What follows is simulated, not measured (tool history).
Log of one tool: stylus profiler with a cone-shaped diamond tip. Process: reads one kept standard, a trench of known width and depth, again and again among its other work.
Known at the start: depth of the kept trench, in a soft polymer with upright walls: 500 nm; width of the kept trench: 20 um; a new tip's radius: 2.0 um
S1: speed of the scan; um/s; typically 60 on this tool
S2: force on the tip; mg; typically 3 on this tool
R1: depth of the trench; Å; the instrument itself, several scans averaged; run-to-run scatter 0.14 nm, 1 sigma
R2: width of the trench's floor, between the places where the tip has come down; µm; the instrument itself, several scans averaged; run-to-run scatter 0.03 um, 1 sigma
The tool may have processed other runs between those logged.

Run 1, day 0: usual settings. Result: R1 5040.5 Å, R2 17.01 µm.
Run 2, day 0.654: usual settings but S1 19 um/s. Result: R1 5039.4 Å, R2 17.17 µm.
Run 3, day 1.654: usual settings but S1 50 um/s. Result: R1 5040.1 Å, R2 17.06 µm.
Run 4, day 2.421: usual settings but S1 43 um/s. Result: R1 5038.5 Å, R2 17.1 µm.
Run 5, day 3.262: usual settings but S1 43 um/s. Result: R1 5038.7 Å, R2 17.04 µm.
Run 6, day 4.417: usual settings but S1 22 um/s. Result: R1 5037.4 Å, R2 17.13 µm.
Run 7, day 5.358: usual settings but S1 22 um/s. Result: R1 5042.2 Å, R2 17.16 µm.
Run 8, day 6.117: usual settings. Result: R1 5037.7 Å, R2 17.01 µm.
Run 9, day 6.646: usual settings. Result: R1 5040.3 Å, R2 17 µm.
Run 10, day 7.729: usual settings. Result: R1 5036.3 Å, R2 16.93 µm.
Run 11, day 8.538: usual settings but S2 5.34 mg. Result: R1 5059.6 Å, R2 17.01 µm.
Run 12, day 9.162: usual settings but S2 5.34 mg. Result: R1 5060.5 Å, R2 17.09 µm.
Run 13, day 9.967: usual settings but S2 5.34 mg. Result: R1 5059.7 Å, R2 17.08 µm.
Run 14, day 10.654: usual settings but S2 7.15 mg. Result: R1 5071.5 Å, R2 17.07 µm.
Run 15, day 11.696: usual settings but S2 6.04 mg. Result: R1 5067.3 Å, R2 17 µm.
Run 16, day 12.858: usual settings but S2 6.04 mg. Result: R1 5065 Å, R2 16.99 µm.
Run 17, day 13.4: usual settings but S2 2.07 mg. Result: R1 5028.7 Å, R2 16.94 µm.
Run 18, day 14.3: usual settings but S2 2.07 mg. Result: R1 5029 Å, R2 16.92 µm.
Run 19, day 15.221: usual settings but S2 2.07 mg. Result: R1 5030.1 Å, R2 16.95 µm.
Run 20, day 16.158: usual settings but S1 22 um/s, S2 3.9 mg. Result: R1 5045.3 Å, R2 17.11 µm.
Run 21, day 17.221: usual settings but S1 22 um/s, S2 3.9 mg. Result: R1 5047.2 Å, R2 17.11 µm.
Run 22, day 17.904: usual settings but S1 22 um/s, S2 3.9 mg. Result: R1 5047.8 Å, R2 17.02 µm.
Run 23, day 18.5: usual settings but S1 22 um/s, S2 1.8 mg. Result: R1 5025.6 Å, R2 17.01 µm.
Run 24, day 19.096: usual settings but S1 203 um/s, S2 2.64 mg. Result: R1 5033.2 Å, R2 16.37 µm.
Run 25, day 19.729: usual settings but S1 56 um/s, S2 2.64 mg. Result: R1 5033.4 Å, R2 16.92 µm.
Run 26, day 20.846: usual settings but S1 54 um/s, S2 5.32 mg. Result: R1 5058.6 Å, R2 16.97 µm.
Run 27, day 21.617: usual settings but S1 175 um/s, S2 2.13 mg. Result: R1 5029 Å, R2 16.38 µm.
Run 28, day 22.762: usual settings but S1 16 um/s, S2 6.68 mg. Result: R1 5067.4 Å, R2 17.1 µm.
Run 29, day 23.671: usual settings but S1 23 um/s, S2 1.07 mg. Result: R1 5015.2 Å, R2 16.93 µm.
Run 30, day 24.842: usual settings but S1 24 um/s, S2 1.07 mg. Result: R1 5013.7 Å, R2 16.96 µm.

For some of the steps in R1 from one run to the next: how much would appear even if the tool had no hidden state, given the settings, what came in and random variation, and how much remains for the hidden state plus any gauge scatter that the measured result and the result without hidden state don't share?
Hidden conditions of the tool in this case: radius of the tip, um; height scale over the true one, %; drift of the gauge itself on depth_nm, %; drift of the gauge itself on floor_um, %.
Run 4 -> 5: no setting changed, nothing entered. R1 +0.2 Å: hidden state -0.2, all else +0.4.
Run 5 -> 6: S1 43 -> 22. R1 -1.3 Å: hidden state -0.2, all else -1.1.
Run 7 -> 8: S1 22 -> 60. R1 -4.5 Å: hidden state -0.2, all else -4.3.
Run 16 -> 17: S2 6.04 -> 2.07. R1 -36.3 Å: hidden state -0.1, all else -36.2.
Run 27 -> 28: S1 175 -> 16, S2 2.13 -> 6.68. R1 +38.4 Å: hidden state -0.2, all else +38.6.
Run 28 -> 29: S1 16 -> 23, S2 6.68 -> 1.07. R1 -52.2 Å: hidden state +0, all else -52.2.
